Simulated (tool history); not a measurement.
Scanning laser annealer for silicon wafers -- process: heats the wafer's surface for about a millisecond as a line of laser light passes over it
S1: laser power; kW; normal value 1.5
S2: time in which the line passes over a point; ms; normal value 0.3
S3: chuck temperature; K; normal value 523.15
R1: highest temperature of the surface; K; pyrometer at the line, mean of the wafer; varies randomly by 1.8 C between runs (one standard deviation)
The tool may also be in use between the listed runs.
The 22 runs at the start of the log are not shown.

Run 23, hour 871.2: usual settings but S1 1.384 kW, S2 0.299 ms, S3 517.15 K. Result: R1 1233.15 K.
At hour 905.3: optics aligned, line set to its width.
Run 24, hour 905.3: usual settings but S2 0.221 ms, S3 550.15 K. Result: R1 1222.15 K.
Run 25, hour 938.8: usual settings but S2 0.221 ms, S3 550.15 K. Result: R1 1228.15 K.
Run 26, hour 962.6: usual settings but S2 0.221 ms, S3 550.15 K. Result: R1 1226.15 K.
Run 27, hour 1011.2: usual settings but S1 1.376 kW, S2 0.333 ms, S3 550.15 K. Result: R1 1312.15 K.
Run 28, hour 1035.8: usual settings but S1 1.492 kW, S2 0.333 ms, S3 484.15 K. Result: R1 1307.15 K.
Run 29, hour 1075.9: usual settings but S1 1.492 kW, S2 0.333 ms, S3 484.15 K. Result: R1 1307.15 K.
Run 30, hour 1113.7: usual settings but S1 1.508 kW, S2 0.374 ms, S3 502.15 K. Result: R1 1380.15 K.
Run 31, hour 1151.9: usual settings but S1 1.588 kW, S2 0.314 ms, S3 515.15 K. Result: R1 1361.15 K.
Run 32, hour 1176.2: usual settings but S1 1.456 kW, S2 0.301 ms, S3 533.15 K. Result: R1 1290.15 K.

What will run 33 give?
Run 33, hour 1210: usual settings but S1 1.456 kW, S2 0.301 ms, S3 533.15 K. Result: R1 ?.

{"run 33": {"R1": 1287.15}}
Take away the tool's hidden state, keep the run-to-run variation as it was, and the same run would have given R1 1308.15 K.
